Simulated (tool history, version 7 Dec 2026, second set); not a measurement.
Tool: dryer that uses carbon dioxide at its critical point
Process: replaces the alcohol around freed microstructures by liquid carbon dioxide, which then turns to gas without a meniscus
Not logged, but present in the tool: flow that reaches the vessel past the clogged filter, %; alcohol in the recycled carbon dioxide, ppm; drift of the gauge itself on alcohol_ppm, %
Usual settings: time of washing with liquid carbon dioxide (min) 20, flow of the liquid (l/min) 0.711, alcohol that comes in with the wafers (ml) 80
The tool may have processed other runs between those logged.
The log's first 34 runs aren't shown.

run	hour	time of washing with liquid carbon dioxide (min)	flow of the liquid (l/min)	alcohol that comes in with the wafers (ml)	hours of work since the filter was changed	hours of work since the purifier's bed was changed	alcohol left in the vessel before it's heated (ppm by volume)
35	1162.3	23	0.697	92	152	356	147
# hour 1166.9: inlet filter changed
36	1188.5	23	0.697	92	17	375	123
37	1212.3	23	0.697	92	35	394	125
38	1255.6	23	0.697	92	69	428	138
39	1275.4	12	0.865	106	85	443	837
40	1298.7	13	0.673	106	103	461	1541
41	1346.1	17	0.467	28	140	498	598
# hour 1362.5: inlet filter changed
42	1383.5	16	0.463	22	16	527	546
43	1413.3	22	1.18	52	40	550	111
44	1438.1	22	1.18	52	59	570	118
45	1469.3	14	1.18	21	84	594	128

Branching from run 45: 4 alternative next runs. What would each branch give?
A	1504.3	19	0.938	35	111	621	?
B	1504.3	15	0.816	74	111	621	?
C	1504.3	14	0.732	77	111	621	?
D	1504.3	14	1.18	66	111	621	?

run	alcohol left in the vessel before it's heated (ppm by volume)
A	133
B	389
C	725
D	168
With no hidden state in the tool, these same runs would have given:
run	alcohol left in the vessel before it's heated (ppm by volume)
A	11
B	215
C	493
D	35
